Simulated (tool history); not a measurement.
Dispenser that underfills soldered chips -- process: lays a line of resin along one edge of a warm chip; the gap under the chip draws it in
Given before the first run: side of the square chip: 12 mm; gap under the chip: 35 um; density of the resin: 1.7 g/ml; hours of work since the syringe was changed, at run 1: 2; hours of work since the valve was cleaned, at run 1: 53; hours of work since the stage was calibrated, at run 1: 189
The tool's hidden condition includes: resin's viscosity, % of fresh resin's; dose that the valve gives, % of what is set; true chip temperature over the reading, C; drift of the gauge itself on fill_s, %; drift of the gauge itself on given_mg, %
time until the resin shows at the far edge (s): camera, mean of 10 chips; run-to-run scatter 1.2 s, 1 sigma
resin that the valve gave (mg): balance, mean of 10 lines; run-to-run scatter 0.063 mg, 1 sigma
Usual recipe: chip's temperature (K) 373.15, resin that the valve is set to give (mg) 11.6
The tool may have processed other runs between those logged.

run   hour  chip's temperature (K)  resin that the valve is set to give (mg)  hours of work since the syringe was changed  hours of work since the valve was cleaned  hours of work since the stage was calibrated  time until the resin shows at the far edge (s)  resin that the valve gave (mg)
  1    0.0                  373.15                                      11.6                                            2                                         53                                           189                                           134.6                           11.43
  2    6.3                  384.15                                      11.6                                            6                                         57                                           193                                            96.1                           11.48
      11.0  -- new syringe of resin
  3   17.4                  384.15                                      11.6                                            4                                         64                                           200                                            91.8                           11.24
  4   24.2                  384.15                                      11.6                                            9                                         69                                           205                                           106.4                           11.34
      26.1  -- new syringe of resin
  5   30.6                  384.15                                      11.6                                            3                                         73                                           209                                            88.5                           11.32
  6   38.5                  384.15                                      11.6                                            8                                         78                                           214                                           105.7                           11.29
      40.5  -- new syringe of resin
  7   44.8                  373.15                                      11.6                                            3                                         82                                           218                                           135.9                           11.29
  8   51.5                  373.15                                      11.6                                            7                                         87                                           222                                           155.9                           11.27
      54.9  -- new syringe of resin
  9   57.9                  373.15                                      11.6                                            2                                         91                                           226                                           132.7                           11.24
 10   66.4                  377.15                                      11.6                                            8                                         96                                           232                                           133.2                           11.22
      69.5  -- new syringe of resin
 11   77.4                  373.15                                      11.6                                            5                                        104                                           239                                           145.7                           11.32
      83.9  -- new syringe of resin
 12   85.2                  373.15                                      11.6                                            1                                        108                                           244                                           127.5                           11.21
 13   96.4                  373.15                                      10.3                                            8                                        116                                           252                                           172.8                            9.82
      98.5  -- new syringe of resin
 14  108.6                  373.15                                      10.3                                            7                                        124                                           260                                           164.0                            9.89
     113.4  -- new syringe of resin
 15  117.6                  373.15                                      10.3                                            3                                        130                                           265                                           142.9                            9.87
     127.7  -- new syringe of resin
 16  128.2                  373.15                                      11.6                                            0                                        137                                           272                                           129.1                           11.06
 17  133.8                  373.15                                      11.6                                            4                                        140                                           276                                           144.3                           11.12
     138.5  -- dispensing valve cleaned and set on the balance
 18  140.9                  373.15                                      11.6                                            8                                          2                                           280                                           162.8                           11.55
     143.1  -- new syringe of resin
 19  149.7                  382.15                                      12.0                                            4                                          7                                           286                                            99.6                           11.81
 20  156.9                  368.15                                      15.1                                            9                                         12                                           290                                           199.0                           15.07
     157.9  -- new syringe of resin
 21  167.7                  378.15                                      13.6                                            7                                         19                                           297                                           120.5                           13.55
     172.8  -- new syringe of resin
 22  175.5                  362.15                                      14.4                                            2                                         24                                           302                                           207.8                           14.34
 23  181.0                  362.15                                      14.4                                            5                                         28                                           306                                           234.2                           14.37
     187.2  -- new syringe of resin
 24  190.1                  370.15                                      12.6                                            2                                         34                                           312                                           154.6                           12.56
 25  200.7                  370.15                                      12.6                                            9                                         41                                           319                                           193.3                           12.40
     202.0  -- new syringe of resin
 26  206.9                  375.15                                      14.1                                            3                                         44                                           323                                           125.9                           13.77
     216.5  -- new syringe of resin
 27  217.7                  371.15                                      15.0                                            1                                         52                                           330                                           138.0                           14.70
 28  223.0                  371.15                                      15.0                                            4                                         55                                           333                                           151.9                           14.68
     231.2  -- new syringe of resin
 29  232.5                  371.15                                      15.0                                            1                                         61                                           340                                           137.2                           14.81
 30  243.2                  375.15                                      12.0                                            8                                         68                                           347                                           151.0                           11.69
     245.5  -- new syringe of resin
 31  253.7                  368.15                                      12.8                                            5                                         75                                           353                                           187.0                           12.58
     259.7  -- new syringe of resin
 32  260.9                  368.15                                      12.8                                            1                                         80                                           358                                           162.2                           12.56
 33  268.1                  388.15                                      15.0                                            6                                         84                                           363                                            82.5                           14.55
     274.6  -- new syringe of resin
 34  276.3                  359.15                                      15.0                                            1                                         90                                           368                                           235.4                           14.59
 35  288.4                  369.15                                      13.9                                            9                                         98                                           376                                           196.7                           13.48

A few steps of time until the resin shows at the far edge (s) between consecutive runs. Split each: what settings, incoming material and random variation would produce without the hidden state, and what is left over for the hidden state, along with gauge scatter present in only one of the two compared results (measured, and without hidden state):
Run 19 -> 20: chip's temperature (K) 382.15 -> 368.15, resin that the valve is set to give (mg) 12.0 -> 15.1. time until the resin shows at the far edge (s) +99.4: hidden state +42.7, all else +56.7.
Run 21 -> 22: chip's temperature (K) 378.15 -> 362.15, resin that the valve is set to give (mg) 13.6 -> 14.4, new syringe of resin. time until the resin shows at the far edge (s) +87.3: hidden state +1.4, all else +85.9.
Run 24 -> 25: no setting changed, nothing entered. time until the resin shows at the far edge (s) +38.7: hidden state +39.0, all else -0.3.
Run 25 -> 26: chip's temperature (K) 370.15 -> 375.15, resin that the valve is set to give (mg) 12.6 -> 14.1, new syringe of resin. time until the resin shows at the far edge (s) -67.4: hidden state -40.9, all else -26.5.
Run 33 -> 34: chip's temperature (K) 388.15 -> 359.15, new syringe of resin. time until the resin shows at the far edge (s) +152.9: hidden state +13.8, all else +139.1.

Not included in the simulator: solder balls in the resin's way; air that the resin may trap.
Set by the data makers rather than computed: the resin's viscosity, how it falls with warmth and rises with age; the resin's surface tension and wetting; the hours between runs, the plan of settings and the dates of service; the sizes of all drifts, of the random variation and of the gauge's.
